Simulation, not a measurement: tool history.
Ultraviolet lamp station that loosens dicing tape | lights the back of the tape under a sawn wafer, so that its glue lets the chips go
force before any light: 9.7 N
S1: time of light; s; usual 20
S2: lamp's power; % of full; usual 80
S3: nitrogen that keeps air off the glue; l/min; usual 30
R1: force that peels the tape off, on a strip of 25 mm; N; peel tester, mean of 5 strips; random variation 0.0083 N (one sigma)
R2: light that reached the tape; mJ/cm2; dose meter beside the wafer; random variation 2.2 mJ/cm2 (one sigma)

run,hour,S1,S2,S3,R1,R2
1,0,20,80,30,0.385,186
2,29.4,19,80,30,0.416,174
3,58.9,19,80,30,0.423,172
4,84.7,20,80,30,0.41,177
5,106.3,20,80,30,0.395,177
6,124.6,20,80,30,0.416,177
7,156.2,20,80,30,0.415,175
# hour 163.5: window cleaned of glue's vapour
8,176.1,20,80,30,0.477,158
9,199.8,20,80,30,0.535,151
# hour 216.1: window cleaned of glue's vapour, once more
10,220.6,20,80,30,0.362,198
11,238.9,20,80,30,0.356,195
12,254.8,20,80,30,0.368,192
13,279.8,18,80,30,0.43,169
14,302.3,18,80,30,0.448,168
15,322.7,18,80,30,0.451,166
16,346,18,80,30,0.446,163
17,364.7,18,80,30,0.449,161
18,394.9,20,80,30,0.403,183
19,415.7,28,91,31,0.254,281
20,430,14,79,53,0.628,124
21,447.5,20,91,56,0.297,195
22,472.4,17,76,30,0.617,135
23,502.2,17,87,14,0.756,156
24,516.8,20,94,30,0.336,200
25,533.5,20,94,30,0.356,197
26,558.1,24,81,30,0.328,197
# hour 562.8: window cleaned of glue's vapour
27,588.1,24,81,30,0.299,225
28,605.1,21,71,20,0.544,175
29,630.9,20,69,26,0.515,158
30,652,20,69,26,0.536,156
31,676.3,20,80,25,0.431,175
32,700.5,20,80,25,0.457,181
33,725,20,80,25,0.439,177
34,738.8,20,82,25,0.443,182
35,761,20,82,25,0.439,173

5 ways to go on from here, each from the tool as it stands after run 35. What would each give?
A,777.5,21,82,25,?,?
B,777.5,16,60,33,?,?
C,777.5,20,80,30,?,?
D,777.5,20,64,14,?,?
E,777.5,21,91,9,?,?

run,R1,R2
A,0.406,185
B,1.067,102
C,0.435,166
D,0.991,135
E,0.595,202
Without the tool's hidden state the same runs would have given:
run,R1,R2
A,0.319,219
B,0.771,121
C,0.34,198
D,0.709,161
E,0.433,240

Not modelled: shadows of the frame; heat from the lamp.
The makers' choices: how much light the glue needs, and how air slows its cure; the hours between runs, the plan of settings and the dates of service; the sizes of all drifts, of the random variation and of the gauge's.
